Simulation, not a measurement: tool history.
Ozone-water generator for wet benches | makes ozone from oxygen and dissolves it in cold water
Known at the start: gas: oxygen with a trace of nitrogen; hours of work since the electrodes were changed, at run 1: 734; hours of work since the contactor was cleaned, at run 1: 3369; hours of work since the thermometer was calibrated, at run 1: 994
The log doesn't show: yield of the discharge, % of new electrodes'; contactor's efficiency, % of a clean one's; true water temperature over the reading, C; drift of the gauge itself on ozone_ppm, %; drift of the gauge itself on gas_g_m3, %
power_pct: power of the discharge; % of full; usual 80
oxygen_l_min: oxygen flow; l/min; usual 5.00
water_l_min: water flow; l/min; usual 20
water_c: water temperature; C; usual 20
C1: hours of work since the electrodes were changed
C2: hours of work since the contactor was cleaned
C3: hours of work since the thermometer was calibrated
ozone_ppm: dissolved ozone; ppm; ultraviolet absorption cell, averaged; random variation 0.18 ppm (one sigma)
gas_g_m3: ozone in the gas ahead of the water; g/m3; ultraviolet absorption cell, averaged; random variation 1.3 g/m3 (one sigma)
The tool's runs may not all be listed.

run 1 hour=0.0 | power_pct=80 oxygen_l_min=5.00 water_l_min=20 water_c=20 | C1=734 C2=3369 C3=994 | ozone_ppm=24.3 gas_g_m3=238.9
run 2 hour=26.3 | power_pct=80 oxygen_l_min=5.00 water_l_min=20 water_c=20 | C1=756 C2=3391 C3=1016 | ozone_ppm=24.5 gas_g_m3=240.4
run 3 hour=48.8 | power_pct=80 oxygen_l_min=5.00 water_l_min=20 water_c=20 | C1=774 C2=3409 C3=1034 | ozone_ppm=24.4 gas_g_m3=240.6
run 4 hour=93.5 | power_pct=80 oxygen_l_min=5.00 water_l_min=20 water_c=20 | C1=811 C2=3446 C3=1071 | ozone_ppm=24.1 gas_g_m3=240.2
run 5 hour=117.8 | power_pct=80 oxygen_l_min=5.00 water_l_min=20 water_c=20 | C1=830 C2=3466 C3=1090 | ozone_ppm=24.3 gas_g_m3=239.6
run 6 hour=150.1 | power_pct=80 oxygen_l_min=5.00 water_l_min=20 water_c=20 | C1=857 C2=3492 C3=1117 | ozone_ppm=24.0 gas_g_m3=240.7
run 7 hour=178.4 | power_pct=80 oxygen_l_min=5.00 water_l_min=20 water_c=20 | C1=880 C2=3515 C3=1140 | ozone_ppm=24.4 gas_g_m3=240.1
run 8 hour=216.3 | power_pct=80 oxygen_l_min=5.00 water_l_min=20 water_c=20 | C1=911 C2=3546 C3=1171 | ozone_ppm=23.7 gas_g_m3=239.7
run 9 hour=251.7 | power_pct=80 oxygen_l_min=5.00 water_l_min=18 water_c=20 | C1=940 C2=3575 C3=1200 | ozone_ppm=26.6 gas_g_m3=238.8
run 10 hour=296.6 | power_pct=60 oxygen_l_min=5.00 water_l_min=20 water_c=20 | C1=976 C2=3611 C3=1236 | ozone_ppm=19.2 gas_g_m3=191.2
run 11 hour=315.8 | power_pct=60 oxygen_l_min=5.00 water_l_min=20 water_c=20 | C1=992 C2=3627 C3=1252 | ozone_ppm=19.1 gas_g_m3=190.8
run 12 hour=344.7 | power_pct=60 oxygen_l_min=5.00 water_l_min=20 water_c=20 | C1=1015 C2=3650 C3=1275 | ozone_ppm=19.3 gas_g_m3=191.2
run 13 hour=379.7 | power_pct=60 oxygen_l_min=5.00 water_l_min=20 water_c=13 | C1=1044 C2=3679 C3=1304 | ozone_ppm=21.1 gas_g_m3=193.6
run 14 hour=411.3 | power_pct=60 oxygen_l_min=5.00 water_l_min=20 water_c=13 | C1=1070 C2=3705 C3=1330 | ozone_ppm=21.2 gas_g_m3=191.2
run 15 hour=456.5 | power_pct=52 oxygen_l_min=5.00 water_l_min=20 water_c=20 | C1=1106 C2=3742 C3=1366 | ozone_ppm=17.1 gas_g_m3=171.3
run 16 hour=487.2 | power_pct=52 oxygen_l_min=5.00 water_l_min=20 water_c=20 | C1=1132 C2=3767 C3=1391 | ozone_ppm=17.2 gas_g_m3=171.2
run 17 hour=506.4 | power_pct=52 oxygen_l_min=5.00 water_l_min=20 water_c=20 | C1=1147 C2=3782 C3=1407 | ozone_ppm=17.1 gas_g_m3=171.1
run 18 hour=534.2 | power_pct=62 oxygen_l_min=2.58 water_l_min=16 water_c=23 | C1=1170 C2=3805 C3=1430 | ozone_ppm=23.7 gas_g_m3=297.1
run 19 hour=575.0 | power_pct=62 oxygen_l_min=2.58 water_l_min=16 water_c=23 | C1=1203 C2=3838 C3=1463 | ozone_ppm=23.5 gas_g_m3=294.6
run 20 hour=615.7 | power_pct=63 oxygen_l_min=2.58 water_l_min=17 water_c=23 | C1=1236 C2=3871 C3=1496 | ozone_ppm=22.4 gas_g_m3=298.3
run 21 hour=656.7 | power_pct=72 oxygen_l_min=2.58 water_l_min=26 water_c=23 | C1=1270 C2=3905 C3=1530 | ozone_ppm=15.9 gas_g_m3=331.9
run 22 hour=681.2 | power_pct=72 oxygen_l_min=2.58 water_l_min=26 water_c=23 | C1=1290 C2=3925 C3=1550 | ozone_ppm=16.1 gas_g_m3=328.9
run 23 hour=714.7 | power_pct=65 oxygen_l_min=5.00 water_l_min=16 water_c=20 | C1=1317 C2=3952 C3=1577 | ozone_ppm=24.4 gas_g_m3=204.4
run 24 hour=749.9 | power_pct=53 oxygen_l_min=2.97 water_l_min=31 water_c=14 | C1=1346 C2=3981 C3=1606 | ozone_ppm=11.2 gas_g_m3=240.5
run 25 hour=769.0 | power_pct=53 oxygen_l_min=2.97 water_l_min=31 water_c=14 | C1=1361 C2=3996 C3=1621 | ozone_ppm=11.3 gas_g_m3=236.7
run 26 hour=793.8 | power_pct=53 oxygen_l_min=2.97 water_l_min=31 water_c=14 | C1=1381 C2=4017 C3=1641 | ozone_ppm=11.3 gas_g_m3=239.8
run 27 hour=831.3 | power_pct=53 oxygen_l_min=2.97 water_l_min=31 water_c=14 | C1=1412 C2=4047 C3=1672 | ozone_ppm=11.1 gas_g_m3=237.8
run 28 hour=863.2 | power_pct=47 oxygen_l_min=5.00 water_l_min=20 water_c=27 | C1=1438 C2=4073 C3=1698 | ozone_ppm=14.2 gas_g_m3=157.0
run 29 hour=888.9 | power_pct=64 oxygen_l_min=2.73 water_l_min=20 water_c=27 | C1=1459 C2=4094 C3=1719 | ozone_ppm=18.7 gas_g_m3=289.8
run 30 hour=923.6 | power_pct=80 oxygen_l_min=5.00 water_l_min=27 water_c=20 | C1=1487 C2=4122 C3=1747 | ozone_ppm=17.8 gas_g_m3=237.7
run 31 hour=961.1 | power_pct=80 oxygen_l_min=2.53 water_l_min=20 water_c=20 | C1=1518 C2=4153 C3=1778 | ozone_ppm=23.7 gas_g_m3=360.0
run 32 hour=993.1 | power_pct=80 oxygen_l_min=2.53 water_l_min=20 water_c=20 | C1=1544 C2=4179 C3=1804 | ozone_ppm=23.6 gas_g_m3=359.8
run 33 hour=1021.2 | power_pct=80 oxygen_l_min=5.00 water_l_min=20 water_c=17 | C1=1567 C2=4202 C3=1827 | ozone_ppm=24.8 gas_g_m3=235.2

Some steps in ozone_ppm between neighbouring runs. How much of each would the tool show without its hidden state too (settings, what came in, random variation), and how much is left for the hidden state, with any gauge scatter that isn't in both results?
Run 9 -> 10: power_pct 80 -> 60, water_l_min 18 -> 20. ozone_ppm -7.4 ppm: hidden state +0.4, all else -7.8.
Run 22 -> 23: power_pct 72 -> 65, oxygen_l_min 2.58 -> 5.00, water_l_min 26 -> 16, water_c 23 -> 20. ozone_ppm +8.3 ppm: hidden state -0.5, all else +8.8.
Run 23 -> 24: power_pct 65 -> 53, oxygen_l_min 5.00 -> 2.97, water_l_min 16 -> 31, water_c 20 -> 14. ozone_ppm -13.2 ppm: hidden state +0.8, all else -14.0.
